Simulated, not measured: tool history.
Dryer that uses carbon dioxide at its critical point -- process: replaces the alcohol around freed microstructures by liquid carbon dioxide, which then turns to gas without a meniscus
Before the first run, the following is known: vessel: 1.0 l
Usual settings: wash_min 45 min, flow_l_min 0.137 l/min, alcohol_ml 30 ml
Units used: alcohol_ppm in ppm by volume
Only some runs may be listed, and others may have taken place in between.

run	hour	wash_min	flow_l_min	alcohol_ml	alcohol_ppm
1	0	45	0.137	30	370
2	12.4	45	0.137	30	380
3	32.1	45	0.137	30	376
4	51.6	41	0.137	30	526
5	61.2	41	0.144	30	461
# hour 71.8: inlet filter changed
6	73.1	45	0.137	30	343
7	87.4	45	0.137	30	350
8	97.2	45	0.137	101	733
9	113	45	0.137	101	719
10	123.7	65	0.137	30	244
11	133.3	65	0.137	30	241
12	145.9	65	0.137	30	251
13	158.5	65	0.137	30	247
14	173.9	45	0.092	30	1229
15	189	45	0.153	30	326
16	202.9	45	0.153	30	327
17	215.6	45	0.153	30	331
18	228.1	45	0.153	30	354
19	237.8	45	0.153	30	350
20	251.1	45	0.153	30	349
21	268.5	45	0.137	30	432
22	279.4	45	0.137	30	446
23	290.2	45	0.137	30	450
24	308.3	42	0.153	107	779
25	318.1	49	0.181	27	312
# hour 322.5: purifier's bed changed
26	338.8	45	0.104	21	462
27	357.6	34	0.217	26	61
28	372	45	0.137	57	379
29	387.9	45	0.137	57	367
30	400.9	32	0.207	31	135
31	409.7	45	0.173	88	165
32	424.4	28	0.196	29	314
33	434.8	34	0.092	98	7984
34	444.2	45	0.137	103	687
35	452.9	45	0.083	24	1284
36	464.2	45	0.083	24	1281
37	477.9	67	0.083	24	362
38	490.2	33	0.1	35	2613
39	503.6	58	0.151	68	109
40	517.1	29	0.083	30	4544
41	525.7	34	0.137	30	760
42	534.4	45	0.091	86	3551
43	545	45	0.091	86	3463
44	556.6	45	0.101	54	1565
45	576.4	45	0.168	30	156
46	586.4	45	0.168	30	159

What would each run have given without the hidden state, its run-to-run variation left as it was?
Hidden conditions of the tool in this case: flow that reaches the vessel past the clogged filter, %; alcohol in the recycled carbon dioxide, ppm; drift of the gauge itself on alcohol_ppm, %.
run	alcohol_ppm
1	149
2	154
3	143
4	250
5	194
6	151
7	152
8	514
9	493
10	26
11	22
12	24
13	19
14	951
15	83
16	78
17	81
18	88
19	85
20	83
21	151
22	153
23	151
24	420
25	23
26	402
27	38
28	299
29	280
30	84
31	104
32	228
33	7121
34	511
35	1080
36	1068
37	244
38	2232
39	25
40	4041
41	557
42	2899
43	2814
44	1194
45	42
46	42
